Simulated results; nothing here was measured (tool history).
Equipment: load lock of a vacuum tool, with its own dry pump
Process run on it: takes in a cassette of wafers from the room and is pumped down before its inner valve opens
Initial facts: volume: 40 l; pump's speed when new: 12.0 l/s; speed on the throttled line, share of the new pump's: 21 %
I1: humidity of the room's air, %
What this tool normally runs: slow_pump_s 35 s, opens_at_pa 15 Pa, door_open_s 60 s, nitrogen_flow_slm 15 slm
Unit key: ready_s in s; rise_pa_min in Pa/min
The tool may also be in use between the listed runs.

Run 1, hour 0: usual settings; I1 43.2. Result: ready_s 57.5 s, rise_pa_min 0.024 Pa/min.
Run 2, hour 117.1: usual settings; I1 44.8. Result: ready_s 57.1 s, rise_pa_min 0.034 Pa/min.
Run 3, hour 350.4: usual settings; I1 42.2. Result: ready_s 57.6 s, rise_pa_min 0.028 Pa/min.
Run 4, hour 519.8: usual settings but slow_pump_s 47 s; I1 45.9. Result: ready_s 67.4 s, rise_pa_min 0.024 Pa/min.
Run 5, hour 653.7: usual settings but slow_pump_s 34 s; I1 45. Result: ready_s 56.5 s, rise_pa_min 0.032 Pa/min.
Run 6, hour 940.3: usual settings but nitrogen_flow_slm 36 slm; I1 45.1. Result: ready_s 57.3 s, rise_pa_min 0.024 Pa/min.
Run 7, hour 1207.5: usual settings; I1 46.3. Result: ready_s 57.2 s, rise_pa_min 0.029 Pa/min.
Run 8, hour 1357.1: usual settings but slow_pump_s 27 s, opens_at_pa 26 Pa, door_open_s 63 s; I1 44.1. Result: ready_s 49.3 s, rise_pa_min 0.03 Pa/min.
Run 9, hour 1581.5: usual settings but slow_pump_s 27 s, opens_at_pa 26 Pa, door_open_s 63 s; I1 45.6. Result: ready_s 49 s, rise_pa_min 0.033 Pa/min.
Run 10, hour 1732.4: usual settings but slow_pump_s 27 s, opens_at_pa 26 Pa, door_open_s 63 s; I1 46.2. Result: ready_s 48.9 s, rise_pa_min 0.029 Pa/min.
Run 11, hour 1858.3: usual settings but slow_pump_s 25 s, opens_at_pa 14 Pa, nitrogen_flow_slm 10 slm; I1 43.8. Result: ready_s 49.9 s, rise_pa_min 0.03 Pa/min.
Run 12, hour 2136.6: usual settings but slow_pump_s 30 s, door_open_s 58 s; I1 41.4. Result: ready_s 53.6 s, rise_pa_min 0.029 Pa/min.
Run 13, hour 2347.7: usual settings but slow_pump_s 48 s, door_open_s 32 s, nitrogen_flow_slm 28 slm; I1 42.1. Result: ready_s 68.1 s, rise_pa_min 0.012 Pa/min.
Run 14, hour 2472.1: usual settings but slow_pump_s 48 s, door_open_s 32 s, nitrogen_flow_slm 28 slm; I1 41.9. Result: ready_s 67.6 s, rise_pa_min 0.018 Pa/min.

What if the next run were any one of these 3? Each begins from the tool's condition after run 14:
Run A, hour 2666.1: usual settings but slow_pump_s 48 s, opens_at_pa 18 Pa, door_open_s 32 s, nitrogen_flow_slm 28 slm; I1 43. Result: ready_s ?, rise_pa_min ?.
Run B, hour 2666.1: usual settings but opens_at_pa 14 Pa, door_open_s 43 s, nitrogen_flow_slm 10 slm; I1 44.4. Result: ready_s ?, rise_pa_min ?.
Run C, hour 2666.1: usual settings but slow_pump_s 42 s, opens_at_pa 24 Pa, door_open_s 160 s, nitrogen_flow_slm 28 slm; I1 46.9. Result: ready_s ?, rise_pa_min ?.

run  ready_s  rise_pa_min
  A     67.7        0.018
  B     58.1        0.027
  C     61.3        0.035
With no hidden state in the tool, these same runs would have given:
run  ready_s  rise_pa_min
  A     67.7        0.017
  B     58.1        0.026
  C     61.3        0.034

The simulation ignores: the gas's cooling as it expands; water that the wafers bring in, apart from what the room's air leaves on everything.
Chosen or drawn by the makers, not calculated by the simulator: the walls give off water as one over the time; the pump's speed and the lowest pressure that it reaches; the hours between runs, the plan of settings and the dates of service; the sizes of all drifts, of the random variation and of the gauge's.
